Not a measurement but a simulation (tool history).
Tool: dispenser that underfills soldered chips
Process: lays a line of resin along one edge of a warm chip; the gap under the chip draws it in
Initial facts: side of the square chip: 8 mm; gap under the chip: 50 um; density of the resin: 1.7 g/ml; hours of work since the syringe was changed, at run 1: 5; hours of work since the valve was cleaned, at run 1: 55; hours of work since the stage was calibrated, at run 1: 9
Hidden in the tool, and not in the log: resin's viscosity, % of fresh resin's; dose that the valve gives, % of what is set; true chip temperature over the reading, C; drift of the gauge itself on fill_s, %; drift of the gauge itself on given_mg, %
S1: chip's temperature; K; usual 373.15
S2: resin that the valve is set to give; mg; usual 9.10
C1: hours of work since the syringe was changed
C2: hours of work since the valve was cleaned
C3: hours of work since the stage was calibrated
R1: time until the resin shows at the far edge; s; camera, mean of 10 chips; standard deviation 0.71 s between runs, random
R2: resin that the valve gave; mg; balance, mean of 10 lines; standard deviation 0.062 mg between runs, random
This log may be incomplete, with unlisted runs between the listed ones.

{"run": 1, "hour": 0.0, "S1": 373.15, "S2": 9.1, "C1": 5, "C2": 55, "C3": 9, "R1": 76.8, "R2": 8.65}
{"run": 2, "hour": 2.8, "S1": 373.15, "S2": 9.1, "C1": 7, "C2": 57, "C3": 11, "R1": 82.2, "R2": 8.51}
{"run": 3, "hour": 5.9, "S1": 373.15, "S2": 9.1, "C1": 9, "C2": 59, "C3": 13, "R1": 86.8, "R2": 8.39}
{"hour": 9.0, "done": "new syringe of resin"}
{"run": 4, "hour": 9.7, "S1": 370.15, "S2": 9.1, "C1": 0, "C2": 61, "C3": 15, "R1": 72.6, "R2": 8.5}
{"run": 5, "hour": 13.1, "S1": 373.15, "S2": 7.9, "C1": 3, "C2": 64, "C3": 18, "R1": 72.3, "R2": 7.44}
{"run": 6, "hour": 15.9, "S1": 373.15, "S2": 7.9, "C1": 5, "C2": 66, "C3": 20, "R1": 78.9, "R2": 7.38}
{"run": 7, "hour": 19.3, "S1": 373.15, "S2": 7.9, "C1": 7, "C2": 68, "C3": 22, "R1": 85.4, "R2": 7.3}
{"run": 8, "hour": 23.6, "S1": 373.15, "S2": 7.9, "C1": 10, "C2": 71, "C3": 25, "R1": 95.5, "R2": 7.32}
{"hour": 25.4, "done": "new syringe of resin"}
{"run": 9, "hour": 25.9, "S1": 373.15, "S2": 9.1, "C1": 0, "C2": 72, "C3": 26, "R1": 66.5, "R2": 8.38}
{"run": 10, "hour": 30.4, "S1": 373.15, "S2": 9.1, "C1": 3, "C2": 75, "C3": 29, "R1": 73.5, "R2": 8.31}
{"run": 11, "hour": 34.6, "S1": 373.15, "S2": 8.08, "C1": 6, "C2": 78, "C3": 32, "R1": 83.8, "R2": 7.46}
{"run": 12, "hour": 37.2, "S1": 381.15, "S2": 9.1, "C1": 8, "C2": 80, "C3": 34, "R1": 64.8, "R2": 8.29}
{"run": 13, "hour": 39.6, "S1": 381.15, "S2": 9.1, "C1": 9, "C2": 81, "C3": 35, "R1": 67.3, "R2": 8.4}
{"hour": 41.9, "done": "new syringe of resin"}
{"run": 14, "hour": 43.9, "S1": 373.15, "S2": 7.92, "C1": 1, "C2": 84, "C3": 38, "R1": 71.8, "R2": 7.2}
{"run": 15, "hour": 48.3, "S1": 373.15, "S2": 7.92, "C1": 4, "C2": 87, "C3": 41, "R1": 79.0, "R2": 7.27}
{"run": 16, "hour": 50.3, "S1": 388.15, "S2": 9.8, "C1": 6, "C2": 88, "C3": 42, "R1": 46.4, "R2": 9.01}
{"run": 17, "hour": 54.3, "S1": 378.15, "S2": 7.87, "C1": 8, "C2": 91, "C3": 45, "R1": 76.1, "R2": 7.2}
{"hour": 58.1, "done": "new syringe of resin"}
{"run": 18, "hour": 59.1, "S1": 367.15, "S2": 9.68, "C1": 1, "C2": 94, "C3": 48, "R1": 85.1, "R2": 8.81}
{"run": 19, "hour": 63.5, "S1": 367.15, "S2": 9.68, "C1": 4, "C2": 97, "C3": 51, "R1": 93.5, "R2": 8.73}
{"run": 20, "hour": 67.0, "S1": 364.15, "S2": 11.18, "C1": 6, "C2": 99, "C3": 53, "R1": 115.5, "R2": 10.08}
{"run": 21, "hour": 71.4, "S1": 361.15, "S2": 11.16, "C1": 9, "C2": 102, "C3": 56, "R1": 142.7, "R2": 10.05}
{"run": 22, "hour": 73.9, "S1": 361.15, "S2": 11.16, "C1": 11, "C2": 104, "C3": 58, "R1": 149.3, "R2": 9.81}
{"hour": 74.6, "done": "new syringe of resin"}
{"run": 23, "hour": 78.1, "S1": 374.15, "S2": 7.98, "C1": 2, "C2": 106, "C3": 60, "R1": 70.4, "R2": 7.06}
{"hour": 79.9, "done": "dispensing valve cleaned and set on the balance"}
{"run": 24, "hour": 82.1, "S1": 374.15, "S2": 7.98, "C1": 4, "C2": 1, "C3": 62, "R1": 72.1, "R2": 8.01}
{"run": 25, "hour": 84.1, "S1": 366.15, "S2": 8.11, "C1": 6, "C2": 3, "C3": 64, "R1": 103.7, "R2": 8.12}
{"run": 26, "hour": 87.0, "S1": 366.15, "S2": 11.18, "C1": 8, "C2": 5, "C3": 66, "R1": 108.8, "R2": 11.25}
{"run": 27, "hour": 89.2, "S1": 366.15, "S2": 11.18, "C1": 9, "C2": 6, "C3": 67, "R1": 113.3, "R2": 11.08}
{"hour": 92.1, "done": "new syringe of resin"}
{"run": 28, "hour": 93.6, "S1": 366.15, "S2": 10.43, "C1": 1, "C2": 9, "C3": 70, "R1": 88.2, "R2": 10.46}
{"run": 29, "hour": 97.9, "S1": 373.15, "S2": 7.78, "C1": 4, "C2": 12, "C3": 73, "R1": 77.9, "R2": 7.75}

Consider 5 possible next runs. They are alternatives, not a sequence: every one starts from the tool as it was left by run 29. What does each give?
{"run": "A", "hour": 101.4, "S1": 359.15, "S2": 11.31, "C1": 6, "C2": 14, "C3": 75, "R1": "?", "R2": "?"}
{"run": "B", "hour": 101.4, "S1": 366.15, "S2": 9.15, "C1": 6, "C2": 14, "C3": 75, "R1": "?", "R2": "?"}
{"run": "C", "hour": 101.4, "S1": 360.15, "S2": 11.1, "C1": 6, "C2": 14, "C3": 75, "R1": "?", "R2": "?"}
{"run": "D", "hour": 101.4, "S1": 368.15, "S2": 9.42, "C1": 6, "C2": 14, "C3": 75, "R1": "?", "R2": "?"}
{"run": "E", "hour": 101.4, "S1": 359.15, "S2": 10.97, "C1": 6, "C2": 14, "C3": 75, "R1": "?", "R2": "?"}

run=A R1=139.6 R2=11.21
run=B R1=108.5 R2=9.02
run=C R1=134.8 R2=10.89
run=D R1=100.1 R2=9.31
run=E R1=140.6 R2=10.90
What these runs would have given with no unlogged condition in the tool:
run=A R1=109.9 R2=11.36
run=B R1=85.5 R2=9.14
run=C R1=106.2 R2=11.04
run=D R1=79.0 R2=9.43
run=E R1=110.8 R2=11.05
